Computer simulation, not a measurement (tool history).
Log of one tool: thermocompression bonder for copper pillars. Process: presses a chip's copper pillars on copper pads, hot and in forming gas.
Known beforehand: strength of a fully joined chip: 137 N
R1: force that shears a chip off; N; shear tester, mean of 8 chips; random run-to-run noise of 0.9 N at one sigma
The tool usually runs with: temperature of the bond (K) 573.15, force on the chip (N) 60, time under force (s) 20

run 1 hour=0.0 | temperature_of_the_bond_(K)=573.15 force_on_the_chip_(N)=60 time_under_force_(s)=20 | R1=83.4
run 2 hour=23.6 | temperature_of_the_bond_(K)=571.15 force_on_the_chip_(N)=60 time_under_force_(s)=20 | R1=82.2
run 3 hour=59.5 | temperature_of_the_bond_(K)=571.15 force_on_the_chip_(N)=60 time_under_force_(s)=20 | R1=82.3
run 4 hour=84.0 | temperature_of_the_bond_(K)=571.15 force_on_the_chip_(N)=60 time_under_force_(s)=20 | R1=81.6
run 5 hour=118.9 | temperature_of_the_bond_(K)=556.15 force_on_the_chip_(N)=60 time_under_force_(s)=20 | R1=68.5
run 6 hour=144.8 | temperature_of_the_bond_(K)=556.15 force_on_the_chip_(N)=60 time_under_force_(s)=43 | R1=85.9
run 7 hour=180.7 | temperature_of_the_bond_(K)=556.15 force_on_the_chip_(N)=60 time_under_force_(s)=43 | R1=86.6
run 8 hour=202.7 | temperature_of_the_bond_(K)=556.15 force_on_the_chip_(N)=60 time_under_force_(s)=43 | R1=87.2
run 9 hour=238.5 | temperature_of_the_bond_(K)=556.15 force_on_the_chip_(N)=60 time_under_force_(s)=43 | R1=85.3
run 10 hour=268.7 | temperature_of_the_bond_(K)=556.15 force_on_the_chip_(N)=60 time_under_force_(s)=43 | R1=87.4
-- hour=291.5 heater calibrated with a thermocouple chip
run 11 hour=301.4 | temperature_of_the_bond_(K)=573.15 force_on_the_chip_(N)=60 time_under_force_(s)=20 | R1=90.5
run 12 hour=316.6 | temperature_of_the_bond_(K)=573.15 force_on_the_chip_(N)=60 time_under_force_(s)=20 | R1=90.1
run 13 hour=332.3 | temperature_of_the_bond_(K)=573.15 force_on_the_chip_(N)=60 time_under_force_(s)=20 | R1=89.1
run 14 hour=363.8 | temperature_of_the_bond_(K)=573.15 force_on_the_chip_(N)=60 time_under_force_(s)=20 | R1=86.8
-- hour=373.4 forming gas filter changed
run 15 hour=382.3 | temperature_of_the_bond_(K)=573.15 force_on_the_chip_(N)=60 time_under_force_(s)=20 | R1=91.4
-- hour=387.7 heater calibrated with a thermocouple chip, once more
run 16 hour=411.4 | temperature_of_the_bond_(K)=573.15 force_on_the_chip_(N)=60 time_under_force_(s)=20 | R1=76.7
run 17 hour=438.6 | temperature_of_the_bond_(K)=573.15 force_on_the_chip_(N)=60 time_under_force_(s)=20 | R1=78.6
run 18 hour=476.0 | temperature_of_the_bond_(K)=573.15 force_on_the_chip_(N)=60 time_under_force_(s)=42 | R1=95.0
run 19 hour=492.1 | temperature_of_the_bond_(K)=573.15 force_on_the_chip_(N)=60 time_under_force_(s)=42 | R1=93.5
run 20 hour=509.2 | temperature_of_the_bond_(K)=573.15 force_on_the_chip_(N)=60 time_under_force_(s)=10 | R1=59.0
run 21 hour=535.4 | temperature_of_the_bond_(K)=573.15 force_on_the_chip_(N)=60 time_under_force_(s)=10 | R1=61.9
run 22 hour=571.8 | temperature_of_the_bond_(K)=584.15 force_on_the_chip_(N)=60 time_under_force_(s)=10 | R1=69.3
run 23 hour=608.7 | temperature_of_the_bond_(K)=584.15 force_on_the_chip_(N)=60 time_under_force_(s)=10 | R1=71.2
run 24 hour=640.1 | temperature_of_the_bond_(K)=551.15 force_on_the_chip_(N)=47 time_under_force_(s)=33 | R1=55.8
run 25 hour=676.1 | temperature_of_the_bond_(K)=573.15 force_on_the_chip_(N)=53 time_under_force_(s)=25 | R1=77.3
run 26 hour=706.3 | temperature_of_the_bond_(K)=593.15 force_on_the_chip_(N)=70 time_under_force_(s)=11 | R1=92.2
run 27 hour=731.9 | temperature_of_the_bond_(K)=550.15 force_on_the_chip_(N)=43 time_under_force_(s)=50 | R1=60.8
-- hour=745.4 forming gas filter changed
run 28 hour=767.9 | temperature_of_the_bond_(K)=565.15 force_on_the_chip_(N)=60 time_under_force_(s)=34 | R1=87.6
run 29 hour=802.1 | temperature_of_the_bond_(K)=573.15 force_on_the_chip_(N)=48 time_under_force_(s)=20 | R1=68.4
run 30 hour=821.0 | temperature_of_the_bond_(K)=571.15 force_on_the_chip_(N)=65 time_under_force_(s)=20 | R1=84.9

Run 31, settings as shown, results not yet in. Your forecast:
run 31 hour=856.9 | temperature_of_the_bond_(K)=587.15 force_on_the_chip_(N)=37 time_under_force_(s)=54 | R1=?

R1: 92.6 N
With no hidden state in the tool, this same run would have given R1 85.8 N.

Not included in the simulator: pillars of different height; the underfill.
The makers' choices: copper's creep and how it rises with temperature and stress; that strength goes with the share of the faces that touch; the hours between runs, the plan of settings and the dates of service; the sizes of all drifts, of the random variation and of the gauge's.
